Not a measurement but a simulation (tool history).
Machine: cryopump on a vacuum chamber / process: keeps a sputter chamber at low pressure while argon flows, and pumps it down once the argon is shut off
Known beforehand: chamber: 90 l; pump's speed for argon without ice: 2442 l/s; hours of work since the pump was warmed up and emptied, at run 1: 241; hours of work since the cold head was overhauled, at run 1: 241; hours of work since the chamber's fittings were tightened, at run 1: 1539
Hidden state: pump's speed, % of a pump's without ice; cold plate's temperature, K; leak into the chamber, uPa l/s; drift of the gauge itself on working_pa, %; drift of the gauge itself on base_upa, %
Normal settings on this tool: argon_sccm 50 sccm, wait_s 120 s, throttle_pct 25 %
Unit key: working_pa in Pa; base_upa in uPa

run	hour	argon_sccm	wait_s	throttle_pct	hours of work since the pump was warmed up and emptied	hours of work since the cold head was overhauled	hours of work since the chamber's fittings were tightened	working_pa	base_upa
1	0.0	50	120	25	241	241	1539	0.1418	0.99
2	12.2	50	120	53	251	251	1549	0.0679	0.95
3	20.0	50	120	53	257	257	1556	0.0681	0.96
4	31.4	50	120	25	267	267	1565	0.1424	0.94
5	39.9	50	120	25	274	274	1572	0.1421	0.93
6	46.2	80	120	25	279	279	1578	0.2246	0.94
7	58.2	80	120	25	289	289	1588	0.2282	0.95
8	72.5	44	120	25	301	301	1599	0.1254	0.99
9	79.0	44	120	25	307	307	1605	0.1249	0.97
10	88.1	44	120	25	314	314	1613	0.1257	0.92
11	95.5	50	120	25	320	320	1619	0.1425	0.98
12	103.4	50	120	25	327	327	1625	0.1427	1.00
13	113.5	50	120	25	335	335	1634	0.1429	1.02
14	128.3	50	120	25	348	348	1646	0.1427	1.00
15	142.7	50	48	25	360	360	1658	0.1427	1.63
16	150.7	50	120	27	367	367	1665	0.1336	0.95
17	161.7	50	120	54	376	376	1674	0.0684	1.01
18	175.5	50	120	54	387	387	1686	0.0690	0.99
19	185.7	22	120	34	396	396	1694	0.0468	1.05
20	200.7	62	120	34	408	408	1707	0.1319	1.01
21	207.0	44	75	25	414	414	1712	0.1279	1.19
22	214.2	28	126	25	420	420	1718	0.0813	1.04
23	228.1	31	62	25	431	431	1730	0.0898	1.43
24	235.9	94	92	25	438	438	1736	0.2715	1.16
25	249.2	94	92	25	449	449	1747	0.2713	1.18
26	264.5	50	190	25	462	462	1760	0.1453	0.87
27	275.8	50	190	25	471	471	1769	0.1457	0.92
28	289.1	50	190	25	482	482	1780	0.1448	0.90
29	296.4	50	73	30	488	488	1787	0.1227	1.33
30	309.3	71	98	20	499	499	1797	0.2534	1.14
31	318.4	71	98	20	507	507	1805	0.2546	1.15
32	329.5	50	120	19	516	516	1814	0.1884	1.08
33	339.8	50	120	19	525	525	1823	0.1891	1.09
34	353.3	72	21	51	536	536	1834	0.1089	3.06

Run by run, hidden condition taken away, random variation retained:
run	working_pa	base_upa
1	0.1387	0.58
2	0.0648	0.54
3	0.0648	0.54
4	0.1390	0.53
5	0.1386	0.52
6	0.2190	0.53
7	0.2223	0.54
8	0.1220	0.57
9	0.1215	0.54
10	0.1221	0.48
11	0.1384	0.54
12	0.1385	0.56
13	0.1385	0.56
14	0.1381	0.56
15	0.1380	1.17
16	0.1288	0.50
17	0.0634	0.55
18	0.0638	0.52
19	0.0445	0.56
20	0.1252	0.53
21	0.1230	0.73
22	0.0781	0.54
23	0.0862	0.94
24	0.2603	0.67
25	0.2598	0.68
26	0.1389	0.35
27	0.1392	0.41
28	0.1381	0.38
29	0.1158	0.80
30	0.2435	0.63
31	0.2444	0.61
32	0.1812	0.54
33	0.1817	0.54
34	0.0978	2.51

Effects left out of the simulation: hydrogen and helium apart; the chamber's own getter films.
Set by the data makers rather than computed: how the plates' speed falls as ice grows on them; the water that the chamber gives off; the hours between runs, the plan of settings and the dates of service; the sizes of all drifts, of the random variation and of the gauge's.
